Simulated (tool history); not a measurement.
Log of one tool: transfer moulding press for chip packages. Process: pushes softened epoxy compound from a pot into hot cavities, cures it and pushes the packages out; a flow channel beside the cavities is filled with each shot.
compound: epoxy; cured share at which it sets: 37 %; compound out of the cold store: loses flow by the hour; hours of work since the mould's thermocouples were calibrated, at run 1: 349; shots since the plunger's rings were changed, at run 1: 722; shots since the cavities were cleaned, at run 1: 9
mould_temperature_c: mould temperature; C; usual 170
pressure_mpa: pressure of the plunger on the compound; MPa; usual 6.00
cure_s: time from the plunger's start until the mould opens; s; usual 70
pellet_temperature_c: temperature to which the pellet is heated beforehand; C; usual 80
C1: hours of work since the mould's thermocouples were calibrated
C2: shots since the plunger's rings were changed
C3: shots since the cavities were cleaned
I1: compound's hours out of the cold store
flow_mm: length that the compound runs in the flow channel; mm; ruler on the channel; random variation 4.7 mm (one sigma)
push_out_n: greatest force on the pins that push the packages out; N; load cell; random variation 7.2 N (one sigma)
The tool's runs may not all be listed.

Run 1, day 0.000: usual settings; C1 349; C2 722; C3 9; I1 11.4. Result: flow_mm 651 mm, push_out_n 307 N.
Run 2, day 0.938: usual settings; C1 364; C2 1042; C3 329; I1 43.4. Result: flow_mm 582 mm, push_out_n 400 N.
At day 2.158: cavities cleaned with cleaning compound and waxed.
Run 3, day 2.158: usual settings but pressure_mpa 7.42 MPa; C1 383; C2 1435; C3 0; I1 26.7. Result: flow_mm 693 mm, push_out_n 638 N.
Run 4, day 3.300: usual settings but pressure_mpa 7.42 MPa; C1 401; C2 1824; C3 389; I1 11.6. Result: flow_mm 716 mm, push_out_n 633 N.
At day 4.358: cavities cleaned with cleaning compound and waxed.
Run 5, day 4.583: usual settings but pressure_mpa 7.42 MPa; C1 421; C2 2238; C3 77; I1 37.0. Result: flow_mm 655 mm, push_out_n 334 N.
Run 6, day 5.383: usual settings but pressure_mpa 7.42 MPa; C1 434; C2 2509; C3 348; I1 18.5. Result: flow_mm 685 mm, push_out_n 419 N.
Run 7, day 5.983: usual settings but pressure_mpa 7.42 MPa; C1 443; C2 2714; C3 553; I1 47.8. Result: flow_mm 628 mm, push_out_n 467 N.
At day 6.562: cavities cleaned with cleaning compound and waxed.
Run 8, day 6.575: usual settings but cure_s 96 s; C1 452; C2 2895; C3 6; I1 31.1. Result: flow_mm 593 mm, push_out_n 241 N.
At day 6.767: plunger's sealing rings changed.
At day 7.479: cavities cleaned with cleaning compound and waxed, once more.
Run 9, day 7.942: usual settings but cure_s 96 s; C1 471; C2 377; C3 157; I1 15.0. Result: flow_mm 648 mm, push_out_n 297 N.
Run 10, day 8.692: usual settings but cure_s 86 s, pellet_temperature_c 85 C; C1 483; C2 633; C3 413; I1 31.0. Result: flow_mm 609 mm, push_out_n 368 N.
Run 11, day 9.225: usual settings but mould_temperature_c 166 C, cure_s 83 s, pellet_temperature_c 86 C; C1 492; C2 815; C3 595; I1 39.1. Result: flow_mm 611 mm, push_out_n 427 N.
At day 9.679: cavities cleaned with cleaning compound and waxed.
Run 12, day 10.200: usual settings but pressure_mpa 5.62 MPa, cure_s 66 s, pellet_temperature_c 78 C; C1 507; C2 1125; C3 178; I1 39.5. Result: flow_mm 574 mm, push_out_n 363 N.
Run 13, day 10.975: usual settings but mould_temperature_c 172 C, pressure_mpa 5.16 MPa, cure_s 66 s, pellet_temperature_c 78 C; C1 519; C2 1388; C3 441; I1 13.7. Result: flow_mm 587 mm, push_out_n 428 N.
At day 11.846: cavities cleaned with cleaning compound and waxed.
At day 12.250: mould's thermocouples calibrated.
Run 14, day 12.312: usual settings but mould_temperature_c 176 C, pressure_mpa 6.13 MPa, cure_s 105 s, pellet_temperature_c 83 C; C1 1; C2 1793; C3 130; I1 47.9. Result: flow_mm 565 mm, push_out_n 277 N.
Run 15, day 13.425: usual settings but mould_temperature_c 176 C, pressure_mpa 6.13 MPa, cure_s 105 s, pellet_temperature_c 83 C; C1 19; C2 2171; C3 508; I1 13.7. Result: flow_mm 629 mm, push_out_n 369 N.
At day 14.138: cavities cleaned with cleaning compound and waxed.
Run 16, day 14.204: usual settings but mould_temperature_c 176 C, pressure_mpa 6.21 MPa, cure_s 105 s, pellet_temperature_c 83 C; C1 31; C2 2415; C3 23; I1 24.3. Result: flow_mm 611 mm, push_out_n 250 N.
Run 17, day 14.758: usual settings but mould_temperature_c 176 C, pressure_mpa 6.21 MPa, cure_s 104 s, pellet_temperature_c 81 C; C1 39; C2 2604; C3 212; I1 18.6. Result: flow_mm 629 mm, push_out_n 309 N.
Run 18, day 15.550: usual settings but pressure_mpa 5.11 MPa, cure_s 62 s; C1 52; C2 2873; C3 481; I1 15.4. Result: flow_mm 574 mm, push_out_n 583 N.

Measured less the same run without the tool's hidden state. The same run-to-run variation is in both; the gauge's scatter may not be:
The hidden state here: true mould temperature over the reading, C; pressure that reaches the compound, % of what is set; grip of the stained cavities, % over clean ones'; drift of the gauge itself on flow_mm, %; drift of the gauge itself on push_out_n, %.
run  flow_mm  push_out_n
  1       -8          -4
  2      -10        +107
  3      -16        +339
  4      -22        +340
  5      -24         +32
  6      -29        +117
  7      -29        +172
  8      -29          +5
  9       -7         +54
 10       -9        +120
 11      -11        +160
 12      -12         +54
 13      -15        +134
 14      -18         +43
 15      -24        +140
 16      -26         +13
 17      -28         +70
 18      -28        +208
